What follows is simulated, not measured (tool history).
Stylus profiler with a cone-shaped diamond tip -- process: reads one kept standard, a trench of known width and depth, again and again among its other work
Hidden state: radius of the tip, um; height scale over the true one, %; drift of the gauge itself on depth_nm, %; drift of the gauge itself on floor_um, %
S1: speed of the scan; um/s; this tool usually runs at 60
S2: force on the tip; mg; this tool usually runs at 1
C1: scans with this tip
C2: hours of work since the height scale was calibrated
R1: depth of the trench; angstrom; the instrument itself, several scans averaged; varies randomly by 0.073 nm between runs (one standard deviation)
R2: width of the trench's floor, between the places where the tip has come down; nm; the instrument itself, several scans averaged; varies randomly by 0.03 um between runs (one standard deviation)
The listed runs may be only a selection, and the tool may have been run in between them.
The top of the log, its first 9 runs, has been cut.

run      day   S1    S2     C1    C2      R1     R2
 10   38.971   60     1  24742   282  1012.9  47930
      43.179  -- height scale calibrated on a step standard, once more
 11   43.179   60     1  25493     0  1004.3  47880
 12   47.642   60     1  26293    67  1004.8  47870
 13   52.546   60     1  27173   140  1004.1  47830
 14   55.308   60  1.28  27669   182  1004.4  47950
 15   58.946   60  1.28  28321   236  1004.7  47850
 16   61.675   60     1  28811   277  1004.4  47830
      62.388  -- new tip fitted, height scale calibrated
 17   66.988   60     1    825    69  1003.3  48370
 18   70.879   18  2.29   1523   127    1007  48680
 19   74.392  177  0.77   2153   180  1004.1  47660
 20   79.412   60  1.35   3054   255  1006.2  48420
 21   82.212  128  0.41   3556   297  1002.9  47590
 22   85.717  128  0.41   4185   349  1003.6  47620
 23   90.621  128  0.41   5065   423  1003.6  47620
 24   96.038  101     1   6036   504  1006.4  48070
 25   99.312  101     1   6624   553  1004.1  48100
 26  102.304   24  0.52   7161   598    1005  48410
 27   105.85   52  1.36   7796   651  1006.2  48280
 28  109.962  197  2.13   8535   712  1008.9  47840
 29  113.296   80  1.22   9132   762  1005.7  48130
 30  116.225   80  0.47   9658   806  1004.6  47880
 31  119.242   80  0.47  10199   851  1003.8  47930
 32  122.825   60   0.9  10842   905  1006.7  48160
 33  127.808   60   0.9  11736   979  1006.7  48120
 34  130.912  111  2.61  12292  1026  1009.4  48100

Consider 5 possible next runs. They are alternatives, not a sequence: every one starts from the tool as it was left by run 34. What does each give?
  A  133.8   73  0.63  12811  1069   ?   ?
  B  133.8   63  0.68  12811  1069   ?   ?
  C  133.8  111  0.45  12811  1069   ?   ?
  D  133.8  120  1.27  12811  1069   ?   ?
  E  133.8   40  0.51  12811  1069   ?   ?

run      R1     R2
  A    1006  48020
  B  1006.1  48070
  C  1005.8  47580
  D  1007.7  47910
  E  1006.4  48140
Take away the tool's hidden state, keep each run's random variation, and the runs would have read:
run      R1     R2
  A  1002.1  48360
  B  1002.2  48400
  C  1001.8  47910
  D  1003.8  48240
  E  1002.5  48470

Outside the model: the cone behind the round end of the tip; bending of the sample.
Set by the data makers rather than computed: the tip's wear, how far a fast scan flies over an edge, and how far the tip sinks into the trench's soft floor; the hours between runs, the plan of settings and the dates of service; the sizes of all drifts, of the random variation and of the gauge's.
